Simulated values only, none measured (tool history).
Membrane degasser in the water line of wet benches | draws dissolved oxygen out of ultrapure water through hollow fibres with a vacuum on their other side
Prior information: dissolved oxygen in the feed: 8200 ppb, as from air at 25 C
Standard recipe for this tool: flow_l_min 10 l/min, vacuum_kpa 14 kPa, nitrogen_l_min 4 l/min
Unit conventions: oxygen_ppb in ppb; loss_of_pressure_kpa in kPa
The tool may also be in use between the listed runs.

| run | hour | flow_l_min | vacuum_kpa | nitrogen_l_min | oxygen_ppb | loss_of_pressure_kpa |
|---|---|---|---|---|---|---|
| 1 | 0 | 10 | 14 | 4 | 78.9 | 61.11 |
| 2 | 66.7 | 7 | 14 | 4 | 49.8 | 42.52 |
| 3 | 183.1 | 7 | 14 | 4 | 49.2 | 42.34 |
| 4 | 292.4 | 7 | 14 | 4 | 49.9 | 42.9 |
| 5 | 411.5 | 7 | 14 | 4 | 49.6 | 42.65 |
| 6 | 520.2 | 10 | 22.8 | 4 | 131.3 | 60.74 |
| 7 | 601 | 10 | 22.8 | 4 | 131.3 | 61.06 |
| 8 | 703 | 10 | 22.8 | 4 | 130.9 | 60.78 |
| 9 | 784.3 | 10 | 22.8 | 4 | 132.2 | 60.95 |
| 10 | 866.4 | 10 | 14 | 4 | 78.8 | 60.86 |
| 11 | 934.2 | 10 | 14 | 4 | 78.7 | 60.8 |
|  | 999.8 | seals of the vacuum lines changed |
| 12 | 1043.9 | 10 | 14 | 4 | 79.5 | 61.1 |
| 13 | 1128.1 | 10 | 14 | 4 | 78 | 60.9 |
| 14 | 1241.2 | 10 | 14 | 4 | 78.5 | 60.85 |
| 15 | 1343.9 | 12 | 13 | 11.14 | 49 | 72.96 |
| 16 | 1469.7 | 13 | 23.5 | 10.17 | 94 | 78.84 |
| 17 | 1552.2 | 16 | 14 | 5.73 | 131.3 | 97.97 |
| 18 | 1693.2 | 16 | 14 | 5.73 | 130.7 | 97.14 |
| 19 | 1787.7 | 8 | 32.7 | 6.56 | 94.2 | 48.71 |
| 20 | 1902.6 | 8 | 32.7 | 1.71 | 327.5 | 48.94 |
| 21 | 2049.7 | 8 | 32.7 | 1.71 | 331.3 | 48.86 |
| 22 | 2129.5 | 11 | 8.6 | 1.85 | 94.6 | 67.28 |
| 23 | 2276 | 8 | 8.6 | 1.85 | 62.4 | 48.54 |
| 24 | 2340.1 | 8 | 8.6 | 1.85 | 61.7 | 49.14 |
| 25 | 2442.7 | 8 | 8.6 | 1.85 | 62.1 | 48.67 |
| 26 | 2554.8 | 8 | 29.4 | 4 | 133.6 | 49.13 |
| 27 | 2693.2 | 8 | 29.4 | 4 | 133.6 | 48.98 |

Each row is a separate what-if for the run after 27, all from the same tool condition, not one after another. Results?
| A | 2806 | 11 | 29.4 | 4 | ? | ? |
| B | 2806 | 12 | 13.6 | 2.39 | ? | ? |
| C | 2806 | 6 | 10.9 | 4 | ? | ? |
| D | 2806 | 8 | 18.8 | 4 | ? | ? |

| run | oxygen_ppb | loss_of_pressure_kpa |
|---|---|---|
| A | 190.8 | 67.36 |
| B | 148.6 | 73.12 |
| C | 30 | 36.65 |
| D | 83.4 | 48.73 |
Stripped of hidden state, with their random variation kept, the same runs would have yielded:
| run | oxygen_ppb | loss_of_pressure_kpa |
|---|---|---|
| A | 190.8 | 67.33 |
| B | 148.6 | 73.1 |
| C | 30 | 36.64 |
| D | 83.4 | 48.71 |
